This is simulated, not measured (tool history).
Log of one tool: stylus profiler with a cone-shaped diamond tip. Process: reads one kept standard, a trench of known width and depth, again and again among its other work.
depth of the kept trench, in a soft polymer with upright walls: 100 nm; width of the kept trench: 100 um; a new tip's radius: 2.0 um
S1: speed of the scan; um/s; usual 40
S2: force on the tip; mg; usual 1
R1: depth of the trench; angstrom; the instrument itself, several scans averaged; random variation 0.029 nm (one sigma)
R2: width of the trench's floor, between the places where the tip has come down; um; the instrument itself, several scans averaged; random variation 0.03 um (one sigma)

Run 1, hour 0: usual settings. Result: R1 1002 angstrom, R2 97.95 um.
Run 2, hour 66: usual settings but S1 147 um/s. Result: R1 1001.8 angstrom, R2 97.07 um.
Run 3, hour 149: usual settings but S1 64 um/s. Result: R1 1001.9 angstrom, R2 97.76 um.
Run 4, hour 219.5: usual settings but S1 64 um/s. Result: R1 1001.1 angstrom, R2 97.7 um.
Run 5, hour 330.4: usual settings but S1 64 um/s. Result: R1 1001.8 angstrom, R2 97.58 um.
Run 6, hour 418.6: usual settings but S1 64 um/s. Result: R1 1001.6 angstrom, R2 97.56 um.
Run 7, hour 529.4: usual settings but S2 0.7 mg. Result: R1 1000.5 angstrom, R2 97.69 um.
Run 8, hour 658.1: usual settings but S2 0.7 mg. Result: R1 1000.6 angstrom, R2 97.63 um.
Run 9, hour 773.8: usual settings but S2 0.7 mg. Result: R1 1000.6 angstrom, R2 97.58 um.
At hour 801.1: new tip fitted, height scale calibrated.
Run 10, hour 876.1: usual settings but S2 0.7 mg. Result: R1 1001.4 angstrom, R2 98.3 um.
Run 11, hour 1013.3: usual settings but S2 0.61 mg. Result: R1 1001.6 angstrom, R2 98.24 um.
Run 12, hour 1116.8: usual settings but S2 0.61 mg. Result: R1 1001.5 angstrom, R2 98.15 um.
Run 13, hour 1178.2: usual settings. Result: R1 1002.1 angstrom, R2 98.22 um.
Run 14, hour 1281.9: usual settings but S1 32 um/s, S2 0.65 mg. Result: R1 1001.1 angstrom, R2 98.11 um.
Run 15, hour 1376.9: usual settings but S1 52 um/s, S2 2.19 mg. Result: R1 1004 angstrom, R2 98.13 um.
Run 16, hour 1504: usual settings but S2 1.27 mg. Result: R1 1002 angstrom, R2 98.01 um.
Run 17, hour 1589: usual settings but S1 99 um/s, S2 1.54 mg. Result: R1 1002.4 angstrom, R2 97.62 um.

Run 18 comes next. What will it give?
Run 18, hour 1715.3: usual settings but S1 99 um/s, S2 1.54 mg. Result: R1 ?, R2 ?.

R1: 1002 angstrom
R2: 97.55 um
Without the tool's hidden state the same run would have given R1 1003.7 angstrom, R2 98.07 um.
